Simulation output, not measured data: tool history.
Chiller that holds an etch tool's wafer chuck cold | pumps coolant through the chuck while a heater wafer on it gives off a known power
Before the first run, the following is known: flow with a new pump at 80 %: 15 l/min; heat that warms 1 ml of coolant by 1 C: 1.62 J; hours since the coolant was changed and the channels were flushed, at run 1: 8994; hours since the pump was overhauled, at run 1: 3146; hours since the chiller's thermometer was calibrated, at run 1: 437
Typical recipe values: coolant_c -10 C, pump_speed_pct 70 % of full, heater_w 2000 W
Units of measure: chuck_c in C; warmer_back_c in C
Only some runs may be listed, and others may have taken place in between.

run,hour,coolant_c,pump_speed_pct,heater_w,hours since the coolant was changed and the channels were flushed,hours since the pump was overhauled,hours since the chiller's thermometer was calibrated,chuck_c,warmer_back_c
1,0,-10,70,2000,8994,3146,437,13.9,5.93
2,75.4,-10,70,2000,9069,3222,512,13.9,6.03
3,164.2,-10,70,2000,9158,3311,601,13.8,6.02
4,215.6,-10,70,2000,9209,3362,652,14.1,5.94
5,305.7,-10,70,2000,9299,3452,742,14.1,5.99
6,395.2,-10,97,2000,9389,3542,832,8.6,4.23
7,489.1,-10,70,1072,9483,3636,926,3,3.18
8,549.5,-10,70,2000,9543,3696,986,14.2,6.08
9,660.9,-1,70,2000,9655,3807,1097,23.1,6.06
10,768.6,-1,70,1013,9762,3915,1205,11.2,3.07
11,864.4,-1,70,1013,9858,4011,1301,11.2,3.03
12,965.4,-4,70,1013,9959,4112,1402,8.2,3.07
13,1027,-4,70,1013,10021,4173,1464,8.2,3.05
14,1090.1,-10,70,2000,10084,4237,1527,14.4,6.1
15,1203.3,-10,70,2000,10197,4350,1640,14.6,6.15
16,1294.4,-10,70,2000,10288,4441,1731,14.3,6.15
# hour 1371.5: coolant changed, channels flushed
17,1392.6,0,81,1780,21,4533,1823,17,4.63

For run 18, what comes out?
18,1471.5,-9,69,1250,100,4612,1902,?,?

chuck_c: 4.7 C
warmer_back_c: 3.9 C
With no hidden state in the tool, this same run would have given chuck_c 4 C, warmer_back_c 3.62 C.
